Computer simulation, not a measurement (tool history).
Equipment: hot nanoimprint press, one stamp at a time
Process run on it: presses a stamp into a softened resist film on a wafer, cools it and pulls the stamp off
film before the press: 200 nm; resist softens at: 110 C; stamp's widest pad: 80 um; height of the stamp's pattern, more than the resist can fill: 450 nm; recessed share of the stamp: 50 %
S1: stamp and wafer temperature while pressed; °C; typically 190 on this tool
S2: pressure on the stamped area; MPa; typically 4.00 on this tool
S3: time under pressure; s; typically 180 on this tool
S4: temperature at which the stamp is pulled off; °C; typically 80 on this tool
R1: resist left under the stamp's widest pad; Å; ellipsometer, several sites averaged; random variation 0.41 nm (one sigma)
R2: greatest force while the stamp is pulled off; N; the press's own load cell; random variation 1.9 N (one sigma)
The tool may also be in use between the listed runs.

| run | hour | S1 | S2 | S3 | S4 | R1 | R2 |
|---|---|---|---|---|---|---|---|
| 1 | 0.0 | 190 | 4.00 | 180 | 80 | 780 | 178 |
| 2 | 5.9 | 190 | 4.00 | 180 | 80 | 773 | 177 |
| 3 | 13.5 | 190 | 4.00 | 180 | 80 | 775 | 180 |
| 4 | 20.1 | 190 | 4.00 | 114 | 80 | 918 | 180 |
| 5 | 29.9 | 190 | 4.00 | 180 | 80 | 779 | 179 |
| 6 | 35.9 | 198 | 4.00 | 180 | 80 | 604 | 180 |
| 7 | 42.3 | 198 | 4.00 | 180 | 69 | 590 | 203 |
| 8 | 51.3 | 190 | 4.00 | 180 | 80 | 780 | 180 |
| 9 | 60.2 | 190 | 4.00 | 180 | 80 | 782 | 184 |
| 10 | 69.1 | 190 | 4.00 | 180 | 80 | 781 | 180 |
| 11 | 78.6 | 190 | 5.06 | 180 | 80 | 692 | 181 |
| 12 | 87.9 | 190 | 5.06 | 180 | 80 | 696 | 184 |
| 13 | 97.8 | 190 | 3.23 | 180 | 80 | 869 | 183 |
| 14 | 104.6 | 190 | 3.23 | 180 | 80 | 869 | 181 |
| 15 | 109.2 | 190 | 3.23 | 180 | 80 | 871 | 184 |
| 16 | 118.7 | 194 | 5.69 | 160 | 84 | 598 | 177 |
| 17 | 127.2 | 194 | 3.27 | 160 | 84 | 797 | 176 |
| 18 | 137.7 | 199 | 4.00 | 180 | 80 | 585 | 186 |
| 19 | 145.4 | 190 | 2.50 | 180 | 80 | 989 | 185 |
| 20 | 150.3 | 187 | 3.17 | 180 | 71 | 970 | 206 |
| 21 | 159.9 | 190 | 4.46 | 180 | 70 | 751 | 213 |
|  | 163.5 | plate thermocouple calibrated |
| 22 | 173.3 | 190 | 4.46 | 180 | 70 | 747 | 214 |
| 23 | 183.2 | 190 | 4.46 | 180 | 70 | 758 | 209 |
| 24 | 190.8 | 197 | 3.77 | 233 | 88 | 582 | 168 |
| 25 | 195.9 | 197 | 3.77 | 233 | 88 | 591 | 170 |
| 26 | 200.4 | 197 | 3.77 | 233 | 88 | 586 | 173 |
| 27 | 206.9 | 197 | 3.77 | 233 | 88 | 585 | 172 |
| 28 | 212.3 | 181 | 3.77 | 118 | 83 | 1262 | 182 |
| 29 | 221.2 | 181 | 3.77 | 118 | 83 | 1269 | 183 |
|  | 231.5 | plate thermocouple calibrated, once more |
| 30 | 232.6 | 181 | 3.77 | 118 | 83 | 1219 | 178 |

Some steps in R1 between neighbouring runs. How much of each would the tool show without its hidden state too (settings, what came in, random variation), and how much is left for the hidden state, with any gauge scatter that isn't in both results?
What the log doesn't record here: true temperature over the reading, C; pressure that arrives at the usual setting, %; grip of the stamp's worn release coat, % over a new coat's; drift of the gauge itself on residual_nm, %; drift of the gauge itself on pull_off_n, %.
Run 15 -> 16: S1 190 -> 194, S2 3.23 -> 5.69, S3 180 -> 160, S4 80 -> 84. R1 -273 Å: hidden state -2, all else -271.
Run 18 -> 19: S1 199 -> 190, S2 4.00 -> 2.50. R1 +404 Å: hidden state +8, all else +396.
Run 21 -> 22: plate thermocouple calibrated. R1 -4 Å: hidden state +10, all else -14.
Run 27 -> 28: S1 197 -> 181, S3 233 -> 118, S4 88 -> 83. R1 +677 Å: hidden state +23, all else +654.
Run 29 -> 30: plate thermocouple calibrated, once more. R1 -50 Å: hidden state -48, all else -2.
